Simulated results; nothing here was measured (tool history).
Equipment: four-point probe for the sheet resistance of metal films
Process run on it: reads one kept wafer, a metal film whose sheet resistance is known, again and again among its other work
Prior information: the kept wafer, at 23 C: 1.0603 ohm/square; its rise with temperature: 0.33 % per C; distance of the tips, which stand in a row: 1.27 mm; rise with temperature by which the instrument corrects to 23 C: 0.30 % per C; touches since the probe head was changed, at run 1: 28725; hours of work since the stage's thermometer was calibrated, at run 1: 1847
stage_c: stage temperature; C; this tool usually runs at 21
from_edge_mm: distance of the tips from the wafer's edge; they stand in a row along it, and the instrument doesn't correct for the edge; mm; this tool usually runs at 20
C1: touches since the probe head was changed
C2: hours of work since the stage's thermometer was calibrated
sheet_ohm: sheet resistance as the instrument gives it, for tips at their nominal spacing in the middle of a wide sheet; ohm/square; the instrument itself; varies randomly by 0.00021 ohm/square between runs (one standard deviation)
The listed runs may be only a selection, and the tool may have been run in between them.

Run 1, hour 0.0: usual settings; C1 28725; C2 1847. Result: sheet_ohm 1.063592 ohm/square.
Run 2, hour 124.1: usual settings; C1 30105; C2 1912. Result: sheet_ohm 1.063371 ohm/square.
Run 3, hour 199.4: usual settings but from_edge_mm 71 mm; C1 30943; C2 1950. Result: sheet_ohm 1.061841 ohm/square.
At hour 232.6: stage's thermometer calibrated.
Run 4, hour 267.6: usual settings; C1 31696; C2 18. Result: sheet_ohm 1.064740 ohm/square.
Run 5, hour 368.4: usual settings; C1 32818; C2 70. Result: sheet_ohm 1.064715 ohm/square.
Run 6, hour 459.5: usual settings; C1 33831; C2 117. Result: sheet_ohm 1.064877 ohm/square.
Run 7, hour 573.7: usual settings; C1 35101; C2 176. Result: sheet_ohm 1.065052 ohm/square.
Run 8, hour 677.2: usual settings but stage_c 19 C; C1 36252; C2 230. Result: sheet_ohm 1.064159 ohm/square.
Run 9, hour 763.3: usual settings but stage_c 19 C; C1 37210; C2 274. Result: sheet_ohm 1.064303 ohm/square.
Run 10, hour 860.6: usual settings but stage_c 19 C; C1 38293; C2 325. Result: sheet_ohm 1.064685 ohm/square.
At hour 885.8: stage's thermometer calibrated, once more.
Run 11, hour 976.2: usual settings but stage_c 19 C; C1 39574; C2 47. Result: sheet_ohm 1.062090 ohm/square.
Run 12, hour 1066.4: usual settings but stage_c 19 C; C1 40576; C2 93. Result: sheet_ohm 1.062637 ohm/square.
Run 13, hour 1189.6: usual settings but stage_c 19 C; C1 41947; C2 157. Result: sheet_ohm 1.062729 ohm/square.
Run 14, hour 1260.7: usual settings but stage_c 28 C, from_edge_mm 22 mm; C1 42739; C2 194. Result: sheet_ohm 1.065631 ohm/square.
Run 15, hour 1374.2: usual settings but stage_c 24 C, from_edge_mm 41 mm; C1 44001; C2 253. Result: sheet_ohm 1.062753 ohm/square.
Run 16, hour 1451.3: usual settings but stage_c 27 C, from_edge_mm 68 mm; C1 44859; C2 292. Result: sheet_ohm 1.063764 ohm/square.
Run 17, hour 1505.5: usual settings but stage_c 24 C, from_edge_mm 7 mm; C1 45461; C2 320. Result: sheet_ohm 1.081137 ohm/square.

Expected results for the next run?
Run 18, hour 1567.0: usual settings but stage_c 24 C, from_edge_mm 7 mm; C1 46145; C2 352. Result: sheet_ohm ?.

Run 18 yielded sheet_ohm 1.081213 ohm/square.
Minus the tool's unlogged condition, the same run would have read sheet_ohm 1.079187 ohm/square.
